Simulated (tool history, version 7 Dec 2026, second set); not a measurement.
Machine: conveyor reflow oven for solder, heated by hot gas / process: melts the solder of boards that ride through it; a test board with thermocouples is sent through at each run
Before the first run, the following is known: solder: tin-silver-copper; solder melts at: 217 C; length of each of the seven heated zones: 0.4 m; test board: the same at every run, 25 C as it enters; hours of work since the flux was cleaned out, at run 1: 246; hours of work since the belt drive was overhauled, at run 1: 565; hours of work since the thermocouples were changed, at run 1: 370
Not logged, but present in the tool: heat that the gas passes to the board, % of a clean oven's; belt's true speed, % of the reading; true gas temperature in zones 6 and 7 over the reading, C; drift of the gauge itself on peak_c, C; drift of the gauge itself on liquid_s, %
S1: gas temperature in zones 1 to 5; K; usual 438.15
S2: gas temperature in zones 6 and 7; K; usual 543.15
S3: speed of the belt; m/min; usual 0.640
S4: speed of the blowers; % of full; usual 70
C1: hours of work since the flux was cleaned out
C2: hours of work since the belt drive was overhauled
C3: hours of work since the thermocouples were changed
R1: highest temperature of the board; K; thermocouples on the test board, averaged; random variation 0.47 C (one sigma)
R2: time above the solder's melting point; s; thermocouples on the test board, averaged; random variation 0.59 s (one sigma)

Run 1, hour 0.0: usual settings; C1 246; C2 565; C3 370. Result: R1 521.45 K, R2 49.5 s.
Run 2, hour 93.9: usual settings; C1 315; C2 634; C3 438. Result: R1 521.65 K, R2 49.0 s.
Run 3, hour 168.3: usual settings; C1 369; C2 688; C3 493. Result: R1 520.15 K, R2 48.6 s.
Run 4, hour 265.7: usual settings; C1 440; C2 759; C3 564. Result: R1 519.55 K, R2 48.3 s.
Run 5, hour 318.5: usual settings; C1 479; C2 798; C3 602. Result: R1 519.65 K, R2 48.1 s.
At hour 343.5: flux residue cleaned out of gas plates and filters.
Run 6, hour 414.4: usual settings; C1 52; C2 864; C3 669. Result: R1 514.95 K, R2 43.2 s.
Run 7, hour 476.4: usual settings but S3 0.555 m/min; C1 97; C2 910; C3 714. Result: R1 520.35 K, R2 56.1 s.
Run 8, hour 536.0: usual settings but S3 0.555 m/min; C1 141; C2 953; C3 757. Result: R1 519.05 K, R2 56.9 s.
At hour 570.7: thermocouples of zones 6 and 7 changed.
Run 9, hour 636.0: usual settings but S3 0.555 m/min; C1 212; C2 1025; C3 48. Result: R1 519.35 K, R2 56.1 s.
Run 10, hour 718.5: usual settings but S4 86 % of full; C1 272; C2 1085; C3 108. Result: R1 516.15 K, R2 43.5 s.
Run 11, hour 783.4: usual settings but S1 449.15 K; C1 320; C2 1132; C3 155. Result: R1 516.85 K, R2 46.3 s.
Run 12, hour 841.0: usual settings but S1 449.15 K; C1 362; C2 1174; C3 197. Result: R1 515.95 K, R2 46.1 s.
At hour 862.1: flux residue cleaned out of gas plates and filters, once more.
Run 13, hour 891.1: usual settings; C1 21; C2 1207; C3 230. Result: R1 524.05 K, R2 53.3 s.
Run 14, hour 965.4: usual settings; C1 75; C2 1262; C3 285. Result: R1 523.85 K, R2 53.2 s.
Run 15, hour 1054.6: usual settings; C1 141; C2 1327; C3 350. Result: R1 522.95 K, R2 52.5 s.
At hour 1124.3: belt drive overhauled, speed set with a stopwatch.
Run 16, hour 1124.3: usual settings but S4 86 % of full; C1 189; C2 0; C3 398. Result: R1 523.05 K, R2 51.1 s.
Run 17, hour 1214.1: usual settings but S2 548.15 K, S4 86 % of full; C1 254; C2 66; C3 463. Result: R1 527.35 K, R2 53.2 s.
Run 18, hour 1309.2: usual settings but S2 548.15 K, S4 86 % of full; C1 324; C2 135; C3 533. Result: R1 526.35 K, R2 53.5 s.
Run 19, hour 1359.5: usual settings but S1 449.15 K, S2 535.15 K, S4 86 % of full; C1 360; C2 172; C3 569. Result: R1 516.95 K, R2 50.3 s.
Run 20, hour 1416.5: usual settings but S2 535.15 K, S3 0.716 m/min; C1 402; C2 213; C3 611. Result: R1 507.95 K, R2 29.5 s.
Run 21, hour 1501.5: usual settings but S1 437.15 K, S2 553.15 K, S3 0.603 m/min, S4 71 % of full; C1 464; C2 275; C3 673. Result: R1 529.75 K, R2 59.0 s.
At hour 1549.8: flux residue cleaned out of gas plates and filters.
Run 22, hour 1573.8: usual settings but S1 449.15 K, S2 554.15 K, S3 0.558 m/min, S4 66 % of full; C1 18; C2 325; C3 722. Result: R1 538.35 K, R2 75.5 s.
At hour 1656.9: thermocouples of zones 6 and 7 changed.
Run 23, hour 1672.5: usual settings but S2 535.15 K, S3 0.671 m/min; C1 88; C2 395; C3 11. Result: R1 515.65 K, R2 41.8 s.
Run 24, hour 1729.2: usual settings but S1 436.15 K, S2 540.15 K, S3 0.541 m/min, S4 60 % of full; C1 130; C2 437; C3 53. Result: R1 523.85 K, R2 61.7 s.
Run 25, hour 1829.7: usual settings but S4 53 % of full; C1 203; C2 510; C3 126. Result: R1 518.55 K, R2 46.3 s.
Run 26, hour 1875.3: usual settings but S2 555.15 K, S3 0.526 m/min, S4 53 % of full; C1 236; C2 543; C3 159. Result: R1 536.45 K, R2 74.9 s.
Run 27, hour 1962.7: usual settings but S3 0.708 m/min, S4 86 % of full; C1 300; C2 607; C3 223. Result: R1 520.25 K, R2 44.4 s.
Run 28, hour 2059.8: usual settings but S3 0.708 m/min, S4 86 % of full; C1 371; C2 678; C3 294. Result: R1 518.25 K, R2 43.1 s.
Run 29, hour 2142.2: usual settings but S3 0.708 m/min, S4 86 % of full; C1 431; C2 738; C3 354. Result: R1 518.25 K, R2 42.2 s.

Same runs, no hidden state in the tool, same run-to-run variation:
run      R1    R2
  1  523.85  51.3
  2  524.85  51.4
  3  523.95  51.5
  4  524.05  52.0
  5  524.55  52.1
  6  524.15  52.5
  7  528.75  64.1
  8  527.85  65.3
  9  528.05  64.4
 10  527.35  54.5
 11  527.15  56.5
 12  526.65  56.8
 13  524.05  51.4
 14  524.25  51.8
 15  524.05  51.6
 16  525.95  53.7
 17  531.05  56.1
 18  530.75  56.9
 19  521.05  54.6
 20  513.15  35.9
 21  535.45  63.1
 22  539.65  75.6
 23  516.25  42.1
 24  524.65  62.0
 25  520.05  47.4
 26  538.05  75.1
 27  523.45  46.7
 28  522.25  46.1
 29  522.95  45.9

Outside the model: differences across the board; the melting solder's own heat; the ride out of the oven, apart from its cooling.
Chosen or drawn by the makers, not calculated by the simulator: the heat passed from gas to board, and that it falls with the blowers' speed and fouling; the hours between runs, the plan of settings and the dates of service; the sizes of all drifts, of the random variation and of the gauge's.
